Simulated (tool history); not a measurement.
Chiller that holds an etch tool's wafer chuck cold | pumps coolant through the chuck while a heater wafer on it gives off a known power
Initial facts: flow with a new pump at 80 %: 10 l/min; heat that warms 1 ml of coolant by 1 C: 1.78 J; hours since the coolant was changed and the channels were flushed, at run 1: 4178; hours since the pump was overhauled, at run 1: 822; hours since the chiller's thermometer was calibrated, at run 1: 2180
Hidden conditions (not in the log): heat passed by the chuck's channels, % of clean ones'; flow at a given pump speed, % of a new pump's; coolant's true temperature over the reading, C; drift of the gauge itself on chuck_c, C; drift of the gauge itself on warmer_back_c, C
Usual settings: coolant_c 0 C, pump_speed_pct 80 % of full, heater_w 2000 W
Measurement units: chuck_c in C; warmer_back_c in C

| run | hour | coolant_c | pump_speed_pct | heater_w | hours since the coolant was changed and the channels were flushed | hours since the pump was overhauled | hours since the chiller's thermometer was calibrated | chuck_c | warmer_back_c |
|---|---|---|---|---|---|---|---|---|---|
| 1 | 0 | 0 | 80 | 2000 | 4178 | 822 | 2180 | 15.1 | 6.7 |
| 2 | 35.6 | 0 | 80 | 2000 | 4214 | 857 | 2216 | 15.2 | 6.71 |
|  | 57.4 | chiller's thermometer calibrated |
| 3 | 65.5 | 0 | 78 | 2000 | 4242 | 886 | 8 | 15.3 | 6.84 |
| 4 | 119.5 | 0 | 78 | 1610 | 4296 | 940 | 62 | 12.5 | 5.55 |
| 5 | 158.4 | 0 | 72 | 1610 | 4335 | 979 | 101 | 13.3 | 6.01 |
| 6 | 183.8 | 0 | 80 | 2000 | 4361 | 1005 | 126 | 15 | 6.69 |
| 7 | 209.6 | 0 | 80 | 1598 | 4386 | 1030 | 152 | 12.2 | 5.29 |
| 8 | 248.1 | 0 | 80 | 1598 | 4425 | 1069 | 191 | 12.1 | 5.24 |
| 9 | 276 | -2 | 80 | 2000 | 4453 | 1097 | 219 | 13.1 | 6.63 |
| 10 | 319.4 | -2 | 80 | 2000 | 4496 | 1140 | 262 | 13 | 6.66 |
| 11 | 363.2 | 0 | 84 | 2048 | 4540 | 1184 | 306 | 14.6 | 6.48 |
| 12 | 416.1 | 0 | 99 | 1093 | 4593 | 1237 | 359 | 6.9 | 2.88 |
| 13 | 459.1 | -1 | 69 | 1347 | 4636 | 1280 | 402 | 10.6 | 5.12 |
| 14 | 487 | -1 | 69 | 1347 | 4664 | 1308 | 430 | 10.3 | 5.2 |
| 15 | 516.1 | -5 | 63 | 2615 | 4693 | 1337 | 459 | 19.5 | 11.21 |
| 16 | 553.3 | -5 | 63 | 2615 | 4730 | 1374 | 496 | 19.4 | 11.22 |
| 17 | 605.4 | -5 | 63 | 2615 | 4782 | 1426 | 548 | 19.3 | 11.15 |
| 18 | 658.4 | -4 | 78 | 1701 | 4835 | 1479 | 601 | 9.2 | 5.65 |
|  | 663.7 | gauge calibrated |
| 19 | 699.6 | -4 | 78 | 1701 | 4876 | 1520 | 642 | 9.2 | 5.89 |

Consider 3 possible next runs. They are alternatives, not a sequence: every one starts from the tool as it was left by run 19. What does each give?
| A | 728.6 | -3 | 61 | 1701 | 4905 | 1549 | 671 | ? | ? |
| B | 728.6 | -4 | 62 | 1979 | 4905 | 1549 | 671 | ? | ? |
| C | 728.6 | 1 | 67 | 1315 | 4905 | 1549 | 671 | ? | ? |

| run | chuck_c | warmer_back_c |
|---|---|---|
| A | 13.6 | 7.65 |
| B | 14.6 | 8.73 |
| C | 12.6 | 5.32 |
With the hidden condition removed and each run's random variation left untouched, the same runs would have given:
| run | chuck_c | warmer_back_c |
|---|---|---|
| A | 13.5 | 7.67 |
| B | 14.6 | 8.75 |
| C | 12.6 | 5.34 |
